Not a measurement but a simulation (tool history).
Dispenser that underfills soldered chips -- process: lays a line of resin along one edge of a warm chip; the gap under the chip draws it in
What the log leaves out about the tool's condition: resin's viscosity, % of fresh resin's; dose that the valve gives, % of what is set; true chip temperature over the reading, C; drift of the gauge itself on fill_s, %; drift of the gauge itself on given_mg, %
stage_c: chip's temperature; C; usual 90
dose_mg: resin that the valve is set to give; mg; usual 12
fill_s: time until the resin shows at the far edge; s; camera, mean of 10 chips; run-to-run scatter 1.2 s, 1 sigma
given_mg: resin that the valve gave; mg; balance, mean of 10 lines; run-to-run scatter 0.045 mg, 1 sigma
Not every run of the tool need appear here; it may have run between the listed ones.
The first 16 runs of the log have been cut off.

| run | day | stage_c | dose_mg | hours of work since the syringe was changed | hours of work since the valve was cleaned | hours of work since the stage was calibrated | fill_s | given_mg |
|---|---|---|---|---|---|---|---|---|
|  | 2.421 | new syringe of resin |
| 17 | 2.504 | 86 | 12 | 1 | 58 | 135 | 149.6 | 11.75 |
| 18 | 2.65 | 86 | 12 | 4 | 61 | 137 | 178.9 | 11.79 |
| 19 | 2.817 | 75 | 14.4 | 7 | 64 | 140 | 327.1 | 14.16 |
|  | 2.896 | new syringe of resin |
| 20 | 3 | 75 | 14.4 | 2 | 67 | 143 | 235.6 | 13.95 |
| 21 | 3.167 | 75 | 14.4 | 5 | 70 | 146 | 286.5 | 14.1 |
| 22 | 3.312 | 75 | 14.4 | 7 | 72 | 149 | 350 | 14.07 |
|  | 3.367 | new syringe of resin |
| 23 | 3.454 | 75 | 14.4 | 2 | 75 | 151 | 223.6 | 13.95 |
| 24 | 3.608 | 103 | 12.1 | 4 | 77 | 153 | 98.8 | 11.72 |
| 25 | 3.808 | 89 | 12.8 | 8 | 81 | 157 | 207.1 | 12.44 |
|  | 3.85 | new syringe of resin |
| 26 | 3.975 | 89 | 12.8 | 2 | 84 | 160 | 138.7 | 12.42 |
| 27 | 4.154 | 101 | 10.3 | 5 | 87 | 163 | 119.9 | 9.95 |
|  | 4.338 | new syringe of resin |
| 28 | 4.371 | 101 | 10.3 | 1 | 90 | 166 | 88 | 9.96 |
|  | 4.475 | dispensing valve cleaned and set on the balance |
| 29 | 4.538 | 99 | 10.9 | 3 | 1 | 169 | 108.3 | 10.84 |
| 30 | 4.638 | 99 | 11.1 | 5 | 3 | 170 | 121.3 | 11 |
| 31 | 4.771 | 97 | 12.6 | 7 | 5 | 173 | 149 | 12.5 |
|  | 4.85 | new syringe of resin |
| 32 | 4.9 | 94 | 11.6 | 1 | 7 | 175 | 109.7 | 11.58 |
| 33 | 5.042 | 94 | 11.6 | 3 | 10 | 177 | 129.3 | 11.48 |
| 34 | 5.183 | 94 | 11.6 | 6 | 12 | 180 | 158 | 11.44 |
|  | 5.325 | new syringe of resin |
| 35 | 5.342 | 104 | 11.2 | 0 | 15 | 182 | 75 | 11.09 |
| 36 | 5.467 | 76 | 11.2 | 3 | 17 | 185 | 239.1 | 11.12 |

Alternative continuations, all from the tool just after run 36; predict every row:
| A | 5.65 | 96 | 11.4 | 6 | 20 | 188 | ? | ? |
| B | 5.65 | 96 | 15 | 6 | 20 | 188 | ? | ? |
| C | 5.65 | 92 | 14.4 | 6 | 20 | 188 | ? | ? |
| D | 5.65 | 76 | 12.3 | 6 | 20 | 188 | ? | ? |

| run | fill_s | given_mg |
|---|---|---|
| A | 141.8 | 11.2 |
| B | 136.2 | 14.9 |
| C | 156.4 | 14.26 |
| D | 298.8 | 12.13 |
Without the tool's unlogged condition, the same runs would have read:
| run | fill_s | given_mg |
|---|---|---|
| A | 91.7 | 11.31 |
| B | 88.2 | 15.06 |
| C | 101.2 | 14.4 |
| D | 192.6 | 12.26 |

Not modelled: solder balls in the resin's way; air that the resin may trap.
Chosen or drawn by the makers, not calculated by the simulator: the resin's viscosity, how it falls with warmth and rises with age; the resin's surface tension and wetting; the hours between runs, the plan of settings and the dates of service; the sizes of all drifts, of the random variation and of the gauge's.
